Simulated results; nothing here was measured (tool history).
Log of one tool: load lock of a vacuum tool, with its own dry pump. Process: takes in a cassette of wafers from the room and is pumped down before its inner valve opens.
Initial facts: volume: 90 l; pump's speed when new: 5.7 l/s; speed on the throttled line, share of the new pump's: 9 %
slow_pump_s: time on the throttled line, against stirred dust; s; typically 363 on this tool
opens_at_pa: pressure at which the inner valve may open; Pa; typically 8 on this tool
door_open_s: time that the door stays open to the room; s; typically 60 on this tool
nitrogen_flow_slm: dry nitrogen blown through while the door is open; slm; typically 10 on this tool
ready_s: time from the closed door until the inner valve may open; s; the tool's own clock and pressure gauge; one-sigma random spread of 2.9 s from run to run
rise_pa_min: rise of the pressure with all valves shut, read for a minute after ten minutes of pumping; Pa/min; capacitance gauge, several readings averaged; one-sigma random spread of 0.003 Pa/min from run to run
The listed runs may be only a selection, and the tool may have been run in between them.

run    hour  slow_pump_s  opens_at_pa  door_open_s  nitrogen_flow_slm  incoming humidity of the room's air, %  ready_s  rise_pa_min
  1     0.0          363            8           60                 10                                    43.4    488.0        0.018
  2   142.2          363            8           60                 10                                    47.5    486.6        0.022
  3   247.1          363            8           60                 10                                    45.4    475.8        0.023
  4   452.2          290            8           60                 10                                    43.6    417.0        0.021
  5   616.8          363            8           60                 10                                    46.4    480.8        0.018
  6   740.2          363            8           60                 10                                    43.2    482.8        0.024
  7   902.2          363            9           60                 10                                    41.9    480.4        0.019
  8  1002.7          363            9           60                 10                                    42.9    476.8        0.019
  9  1089.8          363            9           60                 10                                    44.2    476.0        0.022
 10  1192.7          363           13           60                 10                                    44.6    476.6        0.020
 11  1361.7          363            8          176                 10                                    46.0    483.1        0.037
 12  1548.6          363            8          176                 10                                    43.5    483.4        0.040
 13  1651.0          363            8           60                  6                                    43.3    479.3        0.020
 14  1782.3          363            8           60                  6                                    45.2    480.2        0.020
 15  1873.1          363            8           60                  6                                    46.2    479.7        0.025
 16  2059.1          363            8           60                  6                                    43.9    477.9        0.021
 17  2226.8          363            8           60                  6                                    45.9    477.0        0.024
 18  2391.2          363            9           60                  6                                    46.2    479.8        0.028
 19  2496.9          363            9           60                  6                                    45.9    477.5        0.027
 20  2677.4          363            8          129                 10                                    44.8    484.4        0.035
 21  2763.9          328            7           65                  5                                    48.3    451.5        0.026
 22  2885.2          363            8           42                  5                                    43.4    478.8        0.020
 23  3045.3          363           12          121                  5                                    48.6    473.5        0.041
 24  3189.3          363           12           57                 10                                    42.8    474.8        0.012
 25  3307.3          363           12           57                 10                                    47.1    473.7        0.017
 26  3418.7          502            9          231                  4                                    43.6    607.6        0.048
 27  3545.1          267            6          104                 14                                    41.8    404.5        0.023
 28  3728.4          642            8           66                 10                                    44.9    733.8        0.015
 29  3867.0          363            8           62                 19                                    44.5    483.4        0.018
 30  4038.8          695            8           60                  7                                    44.9    793.2        0.021
 31  4221.5          363            8           60                  7                                    47.6    485.9        0.023
 32  4402.1          302            8           60                 10                                    43.7    425.4        0.022
 33  4522.9          363            6          227                 10                                    46.7    486.3        0.048
 34  4609.5          363            8           60                 44                                    44.4    485.2        0.013
 35  4768.5          363            8           60                 44                                    45.0    482.5        0.010
 36  4891.1          315           15           29                 21                                    45.8    430.6        0.015
 37  5074.6          363            8          141                 20                                    39.0    481.5        0.024
 38  5204.0          652           12          141                 20                                    45.5    743.1        0.029

Each row is a separate what-if for the run after 38, all from the same tool condition, not one after another. Results?
  A  5354.6          363           15           60                 11                                    44.4        ?            ?
  B  5354.6          277           13           60                 10                                    41.7        ?            ?
  C  5354.6          363            9           60                 10                                    47.4        ?            ?

run  ready_s  rise_pa_min
  A    471.4        0.022
  B    396.7        0.020
  C    480.0        0.025
Take away the tool's hidden state, keep each run's random variation, and the runs would have read:
run  ready_s  rise_pa_min
  A    471.4        0.021
  B    396.7        0.019
  C    480.0        0.024

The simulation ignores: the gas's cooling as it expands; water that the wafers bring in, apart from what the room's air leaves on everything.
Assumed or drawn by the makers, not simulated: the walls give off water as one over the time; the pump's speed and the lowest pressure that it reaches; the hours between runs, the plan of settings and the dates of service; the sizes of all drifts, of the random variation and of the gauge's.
